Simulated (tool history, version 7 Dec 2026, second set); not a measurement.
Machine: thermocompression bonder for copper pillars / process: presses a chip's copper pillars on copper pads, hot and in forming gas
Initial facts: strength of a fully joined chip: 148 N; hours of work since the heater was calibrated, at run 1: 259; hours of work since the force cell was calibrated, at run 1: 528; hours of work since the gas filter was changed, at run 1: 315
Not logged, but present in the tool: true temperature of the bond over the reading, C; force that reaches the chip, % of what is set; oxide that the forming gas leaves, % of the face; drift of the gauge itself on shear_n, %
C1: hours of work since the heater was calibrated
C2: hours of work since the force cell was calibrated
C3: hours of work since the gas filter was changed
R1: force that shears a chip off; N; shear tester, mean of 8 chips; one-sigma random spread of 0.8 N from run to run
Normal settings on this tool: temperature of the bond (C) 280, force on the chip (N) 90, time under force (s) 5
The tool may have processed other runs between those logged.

run 1 hour=0 | temperature_of_the_bond_(C)=280 force_on_the_chip_(N)=90 time_under_force_(s)=5 | C1=259 C2=528 C3=315 | R1=97.4
run 2 hour=70.7 | temperature_of_the_bond_(C)=280 force_on_the_chip_(N)=90 time_under_force_(s)=5 | C1=297 C2=566 C3=353 | R1=97.8
run 3 hour=105.6 | temperature_of_the_bond_(C)=272 force_on_the_chip_(N)=90 time_under_force_(s)=5 | C1=315 C2=584 C3=372 | R1=89.1
run 4 hour=153.5 | temperature_of_the_bond_(C)=272 force_on_the_chip_(N)=90 time_under_force_(s)=5 | C1=341 C2=610 C3=397 | R1=87.9
-- hour=161.1 forming gas filter changed
run 5 hour=208.2 | temperature_of_the_bond_(C)=272 force_on_the_chip_(N)=100 time_under_force_(s)=5 | C1=370 C2=639 C3=25 | R1=106.7
run 6 hour=261.7 | temperature_of_the_bond_(C)=272 force_on_the_chip_(N)=100 time_under_force_(s)=5 | C1=399 C2=668 C3=54 | R1=104.6
run 7 hour=301.6 | temperature_of_the_bond_(C)=272 force_on_the_chip_(N)=75 time_under_force_(s)=5 | C1=420 C2=689 C3=75 | R1=80.3
run 8 hour=370 | temperature_of_the_bond_(C)=280 force_on_the_chip_(N)=90 time_under_force_(s)=5 | C1=457 C2=726 C3=112 | R1=101.5
run 9 hour=401.9 | temperature_of_the_bond_(C)=280 force_on_the_chip_(N)=90 time_under_force_(s)=5 | C1=474 C2=743 C3=129 | R1=103.2
run 10 hour=442.9 | temperature_of_the_bond_(C)=280 force_on_the_chip_(N)=90 time_under_force_(s)=5 | C1=496 C2=765 C3=151 | R1=102.7
run 11 hour=515.3 | temperature_of_the_bond_(C)=280 force_on_the_chip_(N)=99 time_under_force_(s)=5 | C1=535 C2=804 C3=190 | R1=108.4
run 12 hour=576.4 | temperature_of_the_bond_(C)=286 force_on_the_chip_(N)=99 time_under_force_(s)=5 | C1=567 C2=836 C3=223 | R1=111.7
run 13 hour=636.2 | temperature_of_the_bond_(C)=286 force_on_the_chip_(N)=99 time_under_force_(s)=7 | C1=600 C2=868 C3=255 | R1=116
run 14 hour=697.6 | temperature_of_the_bond_(C)=286 force_on_the_chip_(N)=99 time_under_force_(s)=7 | C1=632 C2=901 C3=288 | R1=116.8
run 15 hour=756.4 | temperature_of_the_bond_(C)=286 force_on_the_chip_(N)=99 time_under_force_(s)=7 | C1=664 C2=933 C3=319 | R1=116.3
run 16 hour=789.4 | temperature_of_the_bond_(C)=280 force_on_the_chip_(N)=86 time_under_force_(s)=5 | C1=682 C2=951 C3=337 | R1=93.7
run 17 hour=836.4 | temperature_of_the_bond_(C)=280 force_on_the_chip_(N)=86 time_under_force_(s)=5 | C1=707 C2=976 C3=362 | R1=93
-- hour=906.8 forming gas filter changed
run 18 hour=908.7 | temperature_of_the_bond_(C)=280 force_on_the_chip_(N)=90 time_under_force_(s)=5 | C1=745 C2=1014 C3=1 | R1=105.2
run 19 hour=955.7 | temperature_of_the_bond_(C)=280 force_on_the_chip_(N)=90 time_under_force_(s)=5 | C1=770 C2=1039 C3=26 | R1=104.4
run 20 hour=996.3 | temperature_of_the_bond_(C)=280 force_on_the_chip_(N)=90 time_under_force_(s)=5 | C1=792 C2=1061 C3=48 | R1=103.8
run 21 hour=1061.4 | temperature_of_the_bond_(C)=280 force_on_the_chip_(N)=74 time_under_force_(s)=5 | C1=827 C2=1096 C3=83 | R1=88.8
run 22 hour=1123.8 | temperature_of_the_bond_(C)=280 force_on_the_chip_(N)=74 time_under_force_(s)=5 | C1=861 C2=1129 C3=116 | R1=87.1
run 23 hour=1199.3 | temperature_of_the_bond_(C)=269 force_on_the_chip_(N)=95 time_under_force_(s)=4 | C1=901 C2=1170 C3=157 | R1=89.9
run 24 hour=1240.9 | temperature_of_the_bond_(C)=269 force_on_the_chip_(N)=95 time_under_force_(s)=4 | C1=923 C2=1192 C3=179 | R1=90.9
run 25 hour=1295.5 | temperature_of_the_bond_(C)=269 force_on_the_chip_(N)=95 time_under_force_(s)=4 | C1=953 C2=1222 C3=208 | R1=89.9
run 26 hour=1350.1 | temperature_of_the_bond_(C)=276 force_on_the_chip_(N)=128 time_under_force_(s)=4 | C1=982 C2=1251 C3=238 | R1=115.6
run 27 hour=1402.8 | temperature_of_the_bond_(C)=276 force_on_the_chip_(N)=128 time_under_force_(s)=4 | C1=1010 C2=1279 C3=266 | R1=116
run 28 hour=1475.5 | temperature_of_the_bond_(C)=280 force_on_the_chip_(N)=128 time_under_force_(s)=11 | C1=1049 C2=1318 C3=305 | R1=132.6
run 29 hour=1529.1 | temperature_of_the_bond_(C)=265 force_on_the_chip_(N)=64 time_under_force_(s)=10 | C1=1078 C2=1347 C3=334 | R1=77.3
run 30 hour=1578.6 | temperature_of_the_bond_(C)=280 force_on_the_chip_(N)=74 time_under_force_(s)=10 | C1=1104 C2=1373 C3=360 | R1=100.1
run 31 hour=1649.7 | temperature_of_the_bond_(C)=280 force_on_the_chip_(N)=74 time_under_force_(s)=10 | C1=1142 C2=1411 C3=398 | R1=97.6
-- hour=1655.2 forming gas filter changed
run 32 hour=1713.7 | temperature_of_the_bond_(C)=280 force_on_the_chip_(N)=74 time_under_force_(s)=10 | C1=1176 C2=1445 C3=31 | R1=107.8
run 33 hour=1781 | temperature_of_the_bond_(C)=280 force_on_the_chip_(N)=74 time_under_force_(s)=10 | C1=1213 C2=1481 C3=67 | R1=107.8
-- hour=1810.8 force cell calibrated
run 34 hour=1857.8 | temperature_of_the_bond_(C)=280 force_on_the_chip_(N)=93 time_under_force_(s)=8 | C1=1253 C2=25 C3=108 | R1=120.3
run 35 hour=1904.2 | temperature_of_the_bond_(C)=280 force_on_the_chip_(N)=93 time_under_force_(s)=8 | C1=1278 C2=50 C3=133 | R1=120.1
run 36 hour=1980 | temperature_of_the_bond_(C)=294 force_on_the_chip_(N)=57 time_under_force_(s)=8 | C1=1318 C2=91 C3=173 | R1=93.9
run 37 hour=2016.1 | temperature_of_the_bond_(C)=305 force_on_the_chip_(N)=59 time_under_force_(s)=4 | C1=1338 C2=110 C3=193 | R1=85.5

Forecast run 38:
run 38 hour=2063.2 | temperature_of_the_bond_(C)=305 force_on_the_chip_(N)=59 time_under_force_(s)=4 | C1=1363 C2=135 C3=218 | R1=?

Run 38 produced R1 85.8 N.
If the tool had no hidden condition, the same run with the same run-to-run variation would have returned R1 86.2 N.
